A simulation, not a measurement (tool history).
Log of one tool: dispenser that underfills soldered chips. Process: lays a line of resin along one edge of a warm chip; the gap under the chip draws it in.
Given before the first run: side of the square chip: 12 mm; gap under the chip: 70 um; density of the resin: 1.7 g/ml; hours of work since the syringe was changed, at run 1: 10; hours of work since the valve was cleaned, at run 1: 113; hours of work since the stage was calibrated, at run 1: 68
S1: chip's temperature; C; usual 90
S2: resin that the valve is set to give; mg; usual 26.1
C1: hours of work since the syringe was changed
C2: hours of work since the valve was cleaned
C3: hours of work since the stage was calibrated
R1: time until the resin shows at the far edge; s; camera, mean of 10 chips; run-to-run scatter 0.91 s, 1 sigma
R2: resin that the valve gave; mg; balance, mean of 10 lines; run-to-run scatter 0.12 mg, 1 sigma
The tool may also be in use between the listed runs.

run    day  S1    S2  C1   C2   C3     R1     R2
  1      0  90  26.1  10  113   68  199.9  23.58
     0.104  -- new syringe of resin
  2  0.225  90  26.1   2  116   72  104.6  23.55
  3  0.317  90  26.1   4  118   73  123.7  23.28
  4  0.525  90  26.1   8  122   77  171.4  23.29
     0.696  -- dispensing valve cleaned and set on the balance
  5  0.758  90  32.2  11    1   81  221.9   32.3
     0.783  -- new syringe of resin
  6  0.962  90  26.1   3    5   84  114.4  26.03
  7  1.138  90    30   6    8   87  149.4  29.84
  8  1.262  90    30   9   10   89  182.6   29.8
     1.421  -- new syringe of resin
  9  1.446  90  26.1   0   13   92     90  25.86
 10  1.608  90  26.1   3   16   95  117.6  25.67
 11  1.808  90  26.1   7   20   99  158.9  25.86
 12  2.017  90  26.1  11   23  103    224  25.64
      2.05  -- new syringe of resin
 13  2.208  86  26.1   3   27  106  124.7   25.6
 14  2.371  90  26.1   6   30  109  140.2   25.4
 15  2.467  79  26.1   7   31  111  230.7  25.59
 16  2.642  79  26.1  11   34  114  305.1  25.14
     2.688  -- new syringe of resin
 17  2.754  79  26.6   1   36  116  135.1  25.82
 18  2.879  79  24.4   3   39  118  169.4  23.61
 19  3.079  79  24.4   7   42  122  228.7   23.6
 20  3.204  90  27.1   9   44  124  192.1  26.17
     3.333  -- new syringe of resin
 21  3.392  97  22.6   1   48  127   78.3  21.72
 22   3.55  88  24.2   4   50  130  131.1  23.24
 23    3.7  82  27.8   7   53  133  198.5  26.51

What does the tool deliver on the next run?
 24  3.85  82  27.8   9  56  135   ?   ?

Run 24 measured R1 249.4 s, R2 26.45 mg.
If the tool had no hidden condition, the same run with the same run-to-run variation would have returned R1 109.9 s, R2 27.74 mg.

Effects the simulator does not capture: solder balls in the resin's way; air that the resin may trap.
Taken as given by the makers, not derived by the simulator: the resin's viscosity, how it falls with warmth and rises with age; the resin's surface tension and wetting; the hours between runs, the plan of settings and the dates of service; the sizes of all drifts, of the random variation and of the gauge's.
